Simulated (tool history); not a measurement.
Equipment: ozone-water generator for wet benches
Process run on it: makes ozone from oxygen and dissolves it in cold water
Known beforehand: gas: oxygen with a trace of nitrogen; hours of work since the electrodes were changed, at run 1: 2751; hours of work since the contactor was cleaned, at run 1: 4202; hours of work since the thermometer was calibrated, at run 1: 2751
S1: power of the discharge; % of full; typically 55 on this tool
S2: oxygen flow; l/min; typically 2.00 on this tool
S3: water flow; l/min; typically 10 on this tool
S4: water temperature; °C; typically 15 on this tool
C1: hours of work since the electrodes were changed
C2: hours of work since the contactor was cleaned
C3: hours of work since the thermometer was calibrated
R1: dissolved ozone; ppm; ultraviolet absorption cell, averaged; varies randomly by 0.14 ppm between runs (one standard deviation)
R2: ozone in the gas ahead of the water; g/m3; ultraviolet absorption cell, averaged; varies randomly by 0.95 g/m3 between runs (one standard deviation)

| run | hour | S1 | S2 | S3 | S4 | C1 | C2 | C3 | R1 | R2 |
|---|---|---|---|---|---|---|---|---|---|---|
| 1 | 0.0 | 55 | 2.00 | 10 | 15 | 2751 | 4202 | 2751 | 14.2 | 153.6 |
| 2 | 98.8 | 55 | 2.00 | 10 | 15 | 2849 | 4300 | 2849 | 14.2 | 154.7 |
| 3 | 165.6 | 55 | 2.00 | 10 | 15 | 2916 | 4367 | 2916 | 14.2 | 154.3 |
| 4 | 223.5 | 55 | 3.23 | 10 | 15 | 2974 | 4425 | 2974 | 15.4 | 127.8 |
| 5 | 287.1 | 55 | 3.23 | 10 | 15 | 3037 | 4488 | 3037 | 15.5 | 127.5 |
| 6 | 350.8 | 55 | 2.00 | 7 | 15 | 3100 | 4551 | 3100 | 19.4 | 152.8 |
| 7 | 436.0 | 55 | 2.00 | 10 | 15 | 3185 | 4636 | 3185 | 14.0 | 154.8 |
| 8 | 497.3 | 55 | 2.00 | 10 | 15 | 3246 | 4697 | 3246 | 14.1 | 153.4 |
| 9 | 581.4 | 55 | 1.78 | 10 | 15 | 3330 | 4781 | 3330 | 13.7 | 161.0 |
| 10 | 676.4 | 55 | 1.78 | 10 | 15 | 3424 | 4875 | 3424 | 13.8 | 157.2 |
| 11 | 760.5 | 55 | 2.00 | 10 | 15 | 3508 | 4959 | 3508 | 14.0 | 153.1 |
| 12 | 838.1 | 55 | 2.00 | 10 | 15 | 3585 | 5036 | 3585 | 13.7 | 153.3 |
| 13 | 910.5 | 55 | 2.00 | 10 | 10 | 3657 | 5108 | 3657 | 14.9 | 152.1 |
| 14 | 955.5 | 55 | 2.00 | 10 | 17 | 3702 | 5153 | 3702 | 13.5 | 152.6 |
| 15 | 999.9 | 55 | 2.00 | 10 | 15 | 3747 | 5197 | 3747 | 13.8 | 153.2 |
| 16 | 1070.9 | 55 | 2.00 | 10 | 15 | 3817 | 5268 | 3817 | 13.9 | 151.7 |
| 17 | 1114.6 | 55 | 2.00 | 10 | 15 | 3861 | 5312 | 3861 | 13.8 | 152.8 |
| 18 | 1167.1 | 55 | 2.08 | 10 | 19 | 3913 | 5364 | 3913 | 13.2 | 148.6 |
|  | 1191.3 | water thermometer calibrated |
| 19 | 1272.9 | 80 | 2.08 | 9 | 19 | 4018 | 5469 | 81 | 18.3 | 189.4 |
| 20 | 1359.2 | 69 | 1.17 | 9 | 19 | 4104 | 5555 | 167 | 14.6 | 213.5 |
| 21 | 1408.7 | 69 | 1.17 | 11 | 19 | 4153 | 5604 | 216 | 11.8 | 215.1 |
| 22 | 1474.0 | 69 | 1.17 | 11 | 19 | 4218 | 5669 | 281 | 11.6 | 216.0 |
| 23 | 1552.8 | 57 | 2.81 | 11 | 19 | 4296 | 5747 | 360 | 13.0 | 134.6 |
| 24 | 1612.2 | 57 | 2.81 | 11 | 19 | 4356 | 5806 | 419 | 12.7 | 134.7 |
| 25 | 1685.7 | 55 | 1.37 | 10 | 15 | 4429 | 5880 | 492 | 12.2 | 173.2 |
|  | 1737.1 | water thermometer calibrated, once more |
| 26 | 1781.9 | 97 | 2.28 | 6 | 21 | 4524 | 5975 | 45 | 27.7 | 203.0 |
| 27 | 1842.4 | 97 | 2.28 | 6 | 21 | 4584 | 6035 | 105 | 27.5 | 204.0 |
| 28 | 1934.2 | 62 | 1.51 | 14 | 15 | 4676 | 6127 | 196 | 9.4 | 181.2 |
| 29 | 2010.0 | 59 | 1.51 | 14 | 8 | 4751 | 6202 | 272 | 9.6 | 174.7 |
| 30 | 2075.2 | 55 | 2.00 | 13 | 15 | 4816 | 6267 | 337 | 10.4 | 149.2 |
| 31 | 2126.6 | 55 | 2.00 | 13 | 15 | 4867 | 6318 | 388 | 10.4 | 147.2 |
| 32 | 2172.7 | 55 | 2.63 | 13 | 15 | 4913 | 6364 | 434 | 11.2 | 133.9 |
| 33 | 2268.0 | 55 | 2.63 | 11 | 8 | 5008 | 6459 | 529 | 14.2 | 134.7 |
| 34 | 2329.0 | 55 | 2.00 | 9 | 8 | 5069 | 6520 | 589 | 16.0 | 147.9 |

3 ways to go on from here, each from the tool as it stands after run 34. What would each give?
| A | 2386.3 | 57 | 1.69 | 9 | 11 | 5126 | 6577 | 646 | ? | ? |
| B | 2386.3 | 55 | 2.00 | 11 | 19 | 5126 | 6577 | 646 | ? | ? |
| C | 2386.3 | 48 | 1.88 | 9 | 8 | 5126 | 6577 | 646 | ? | ? |

| run | R1 | R2 |
|---|---|---|
| A | 15.2 | 161.3 |
| B | 11.8 | 148.3 |
| C | 14.5 | 138.6 |
Had the tool no hidden state, the same runs would have come out as:
| run | R1 | R2 |
|---|---|---|
| A | 17.6 | 176.0 |
| B | 13.7 | 161.4 |
| C | 16.5 | 149.5 |
